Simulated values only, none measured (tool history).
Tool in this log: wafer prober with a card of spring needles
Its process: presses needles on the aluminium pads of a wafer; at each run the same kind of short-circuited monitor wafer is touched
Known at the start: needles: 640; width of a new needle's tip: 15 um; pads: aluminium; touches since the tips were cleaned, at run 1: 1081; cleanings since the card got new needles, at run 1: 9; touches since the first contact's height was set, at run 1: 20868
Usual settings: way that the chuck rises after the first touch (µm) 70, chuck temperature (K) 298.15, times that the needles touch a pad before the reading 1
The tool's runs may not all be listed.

run    day  way that the chuck rises after the first touch (µm)  chuck temperature (K)  times that the needles touch a pad before the reading  touches since the tips were cleaned  cleanings since the card got new needles  touches since the first contact's height was set  resistance of one needle with its contact and lead (mohm)  way that a needle slides on the pad (µm)
  1  0.000                                                   70                 298.15                                                      1                                 1081                                         9                                             20868                                                        169                                     10.37
     0.196  -- tips cleaned on abrasive film
  2  0.492                                                   70                 298.15                                                      1                                 1709                                        10                                             23658                                                        235                                     10.00
     0.562  -- tips cleaned on abrasive film
  3  0.792                                                   70                 298.15                                                      1                                 1318                                        11                                             25339                                                        180                                      9.91
     0.929  -- tips cleaned on abrasive film
  4  1.183                                                   70                 298.15                                                      2                                 1444                                        12                                             27543                                                        168                                     10.01
     1.304  -- tips cleaned on abrasive film
  5  1.533                                                   70                 298.15                                                      1                                 1299                                        13                                             29511                                                        182                                     10.17
     1.671  -- tips cleaned on abrasive film
  6  1.942                                                   70                 298.15                                                      1                                 1544                                        14                                             31823                                                        187                                     10.11
     2.029  -- tips cleaned on abrasive film
  7  2.242                                                   70                 298.15                                                      1                                 1202                                        15                                             33496                                                        182                                      9.93
     2.396  -- tips cleaned on abrasive film
  8  2.629                                                   70                 298.15                                                      1                                 1346                                        16                                             35698                                                        184                                     10.18
     2.754  -- tips cleaned on abrasive film
     2.867  -- tips cleaned on abrasive film, once more
  9  2.942                                                   70                 298.15                                                      1                                  411                                        18                                             37414                                                        155                                     10.09
     3.250  -- tips cleaned on abrasive film
 10  3.250                                                   70                 351.15                                                      1                                    0                                        19                                             39166                                                        149                                      9.94
 11  3.579                                                   70                 351.15                                                      1                                 1875                                        19                                             41041                                                        202                                      9.82
     3.612  -- tips cleaned on abrasive film
 12  3.842                                                   70                 340.15                                                      1                                 1303                                        20                                             42509                                                        184                                      9.95
     3.983  -- tips cleaned on abrasive film
 13  4.108                                                   70                 340.15                                                      1                                  722                                        21                                             44000                                                        168                                     10.01
 14  4.317                                                   70                 340.15                                                      1                                 1909                                        21                                             45187                                                        196                                      9.95
     4.346  -- tips cleaned on abrasive film
 15  4.546                                                   70                 340.15                                                      1                                 1147                                        22                                             46469                                                        189                                     10.02
     4.729  -- tips cleaned on abrasive film
 16  4.867                                                   70                 340.15                                                      1                                  791                                        23                                             48278                                                        171                                      9.89
     5.104  -- tips cleaned on abrasive film
 17  5.354                                                   70                 340.15                                                      1                                 1445                                        24                                             51041                                                        191                                      9.63
     5.467  -- tips cleaned on abrasive film
 18  5.712                                                   70                 298.15                                                      2                                 1399                                        25                                             53047                                                        165                                      9.92

For run 19, what comes out?
     5.838  -- tips cleaned on abrasive film
 19  6.117                                                   53                 342.15                                                      1                                 1591                                        26                                             55327                                                          ?                                         ?

Logged for run 19: resistance of one needle with its contact and lead (mohm) 243, way that a needle slides on the pad (µm) 7.43.
On a tool with no hidden condition, and with the same random variation, this run would have come out at resistance of one needle with its contact and lead (mohm) 150, way that a needle slides on the pad (µm) 7.67.

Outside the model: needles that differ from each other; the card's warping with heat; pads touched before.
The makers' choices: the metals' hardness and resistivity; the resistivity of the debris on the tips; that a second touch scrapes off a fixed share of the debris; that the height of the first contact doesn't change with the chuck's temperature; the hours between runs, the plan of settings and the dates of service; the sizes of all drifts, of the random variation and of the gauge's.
